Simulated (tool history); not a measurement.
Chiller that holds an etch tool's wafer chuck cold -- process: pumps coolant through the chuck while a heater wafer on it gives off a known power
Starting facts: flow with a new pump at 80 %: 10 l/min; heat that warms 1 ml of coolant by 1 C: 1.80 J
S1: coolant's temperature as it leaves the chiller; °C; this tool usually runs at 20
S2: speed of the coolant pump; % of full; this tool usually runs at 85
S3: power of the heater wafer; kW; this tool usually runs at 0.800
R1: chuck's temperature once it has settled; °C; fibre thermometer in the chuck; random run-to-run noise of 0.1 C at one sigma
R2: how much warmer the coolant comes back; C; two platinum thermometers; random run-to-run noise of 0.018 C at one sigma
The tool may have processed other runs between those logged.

run	hour	S1	S2	S3	R1	R2
1	0.0	20	85	0.800	29.3	2.45
2	133.0	20	85	0.519	26.2	1.64
3	203.6	20	85	0.960	31.1	2.98
4	313.8	20	85	0.960	31.0	3.00
5	404.4	20	80	0.800	30.0	2.70
6	481.2	20	80	0.800	29.9	2.64
# hour 558.9: coolant changed, channels flushed
7	599.4	20	80	0.800	29.9	2.64
8	718.0	20	80	0.800	29.8	2.69
9	810.1	20	80	0.800	29.7	2.64
10	924.9	20	80	0.800	29.7	2.70
11	998.1	20	80	0.800	30.0	2.67
12	1076.4	20	80	0.800	30.0	2.66
13	1181.3	20	63	0.800	32.7	3.49
14	1306.5	20	85	0.800	29.3	2.47
15	1442.5	20	67	0.800	31.9	3.26
16	1536.8	17	85	0.800	26.4	2.49
17	1677.8	17	85	0.800	26.3	2.49
18	1744.3	17	70	0.758	27.8	2.96
19	1804.9	17	70	0.758	27.6	2.94
20	1920.8	17	70	0.758	27.8	2.91
21	2063.4	17	70	0.758	27.6	2.96
22	2164.7	20	100	0.800	27.7	2.07
23	2298.7	29	85	0.705	37.3	2.21
24	2424.4	20	82	0.814	29.9	2.63
25	2485.5	20	82	0.650	27.7	2.10
26	2567.7	12	66	1.166	29.7	4.82
27	2646.2	12	100	1.166	23.5	3.06
28	2741.2	20	98	0.498	25.1	1.32
29	2867.7	20	98	0.498	25.0	1.34
30	2999.5	20	98	0.498	25.0	1.31
31	3088.2	20	98	0.498	24.9	1.34
32	3222.8	10	85	0.514	16.0	1.60
# hour 3339.8: chiller's thermometer calibrated
33	3364.9	28	72	0.800	38.8	2.96

What if the next run were any one of these 3? Each begins from the tool's condition after run 33:
A	3437.8	14	75	0.497	?	?
B	3437.8	14	77	0.800	?	?
C	3437.8	11	71	0.783	?	?

run	R1	R2
A	20.6	1.76
B	24.2	2.77
C	22.0	2.97
What these runs would have given with no unlogged condition in the tool:
run	R1	R2
A	20.6	1.76
B	24.2	2.77
C	22.0	2.97
